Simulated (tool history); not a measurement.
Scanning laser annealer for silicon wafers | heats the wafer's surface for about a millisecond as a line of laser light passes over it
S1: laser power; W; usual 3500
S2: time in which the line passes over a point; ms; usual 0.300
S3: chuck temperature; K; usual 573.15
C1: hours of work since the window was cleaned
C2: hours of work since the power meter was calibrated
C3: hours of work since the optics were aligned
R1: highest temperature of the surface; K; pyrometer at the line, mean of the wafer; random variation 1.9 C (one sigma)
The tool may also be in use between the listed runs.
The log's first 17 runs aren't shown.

run     day    S1     S2      S3   C1   C2   C3       R1
 18  16.050  3050  0.300  573.15  773  446  386  1236.15
 19  17.246  3050  0.300  573.15  785  458  398  1239.15
     17.521  -- window over the wafer cleaned
 20  18.671  3500  0.293  573.15   12  471  412  1370.15
 21  19.962  3093  0.300  584.15   25  485  425  1283.15
 22  20.642  3824  0.210  560.15   32  492  432  1309.15
 23  21.542  3092  0.210  573.15   41  501  442  1158.15
 24  22.879  3092  0.210  573.15   55  515  455  1158.15
 25  24.000  3380  0.313  545.15   66  526  467  1326.15
 26  24.617  3500  0.334  573.15   73  532  473  1419.15
 27  25.571  3500  0.334  573.15   82  542  483  1418.15
 28  26.358  3078  0.343  590.15   90  550  491  1328.15
 29  27.567  3255  0.343  580.15  103  563  503  1366.15
 30  28.662  3334  0.224  602.15  114  574  514  1258.15
 31  29.696  3712  0.238  612.15  125  584  525  1376.15
 32  30.912  3500  0.300  609.15  137  597  537  1405.15
 33  31.508  3500  0.300  556.15  143  603  544  1354.15
 34  32.058  3500  0.300  556.15  149  609  549  1354.15
 35  32.671  3500  0.300  556.15  155  615  556  1352.15
 36  34.000  3579  0.300  593.15  169  628  569  1409.15
 37  34.675  3766  0.321  573.15  176  635  576  1467.15
 38  35.579  3407  0.321  593.15  185  645  585  1393.15
 39  36.908  3407  0.321  593.15  198  658  599  1390.15
 40  37.504  3425  0.321  575.15  205  664  605  1376.15

Forecast each of these 4 alternatives for the next run:
  A  38.092  3840  0.300  573.15  211  670  611   ?
  B  38.092  3529  0.330  554.15  211  670  611   ?
  C  38.092  3633  0.321  568.15  211  670  611   ?
  D  38.092  3500  0.257  573.15  211  670  611   ?

run       R1
  A  1455.15
  B  1395.15
  C  1424.15
  D  1312.15
Without the tool's hidden state the same runs would have given:
run       R1
  A  1478.15
  B  1416.15
  C  1446.15
  D  1331.15

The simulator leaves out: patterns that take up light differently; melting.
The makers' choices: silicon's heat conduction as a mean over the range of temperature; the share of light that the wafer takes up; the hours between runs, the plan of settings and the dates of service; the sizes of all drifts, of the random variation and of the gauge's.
